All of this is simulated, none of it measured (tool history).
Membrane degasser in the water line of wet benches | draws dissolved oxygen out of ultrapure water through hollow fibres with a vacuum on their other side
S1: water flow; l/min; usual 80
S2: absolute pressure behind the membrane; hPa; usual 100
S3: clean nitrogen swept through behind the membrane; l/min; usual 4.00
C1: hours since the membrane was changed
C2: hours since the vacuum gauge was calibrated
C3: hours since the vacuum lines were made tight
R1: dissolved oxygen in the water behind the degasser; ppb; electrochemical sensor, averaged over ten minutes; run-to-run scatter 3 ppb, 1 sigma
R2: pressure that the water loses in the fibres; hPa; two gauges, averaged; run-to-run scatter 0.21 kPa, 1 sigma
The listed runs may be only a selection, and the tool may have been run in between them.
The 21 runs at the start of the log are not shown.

run      day   S1   S2     S3     C1    C2    C3     R1     R2
 22  154.475   57   77   4.00   8803  2079  1434  146.1  364.1
 23  160.350  111  142   4.00   8944  2220  1575  641.2  714.3
     163.175  -- gauge calibrated
 24  166.438  111  142   4.00   9090  2366  1721  658.6  698.2
 25  175.625  111  142   4.00   9310  2586  1941  649.0  692.1
 26  182.192   75  118  12.00   9468  2744  2099  130.5  466.3
 27  186.938   75  118  12.00   9582  2858  2213  134.1  468.1
 28  194.888   75  118  12.00   9773  3049  2404  132.0  472.8
 29  199.996   80  175   8.40   9895  3171  2526  325.7  504.9
 30  204.417   80  175   8.40  10001  3277  2632  320.9  504.2
 31  210.983  108  100   9.53  10159  3435  2790  214.5  684.5
 32  218.408  108  184   3.64  10337  3613  2968  897.7  679.3
 33  223.162   52  184   3.64  10451  3727  3082  476.3  326.4

Predict each of these 3 candidate next runs independently; none follows another, all start after run 33:
  A  227.546   52  192  6.96  10556  3833  3187   ?   ?
  B  227.546  119  100  4.00  10556  3833  3187   ?   ?
  C  227.546  109  194  3.64  10556  3833  3187   ?   ?

run     R1     R2
  A  280.6  328.3
  B  463.6  752.7
  C  955.4  686.4
The same runs, with their run-to-run variation unchanged, on a tool lacking any hidden condition would have given:
run     R1     R2
  A  280.5  324.7
  B  463.1  744.4
  C  955.0  678.8

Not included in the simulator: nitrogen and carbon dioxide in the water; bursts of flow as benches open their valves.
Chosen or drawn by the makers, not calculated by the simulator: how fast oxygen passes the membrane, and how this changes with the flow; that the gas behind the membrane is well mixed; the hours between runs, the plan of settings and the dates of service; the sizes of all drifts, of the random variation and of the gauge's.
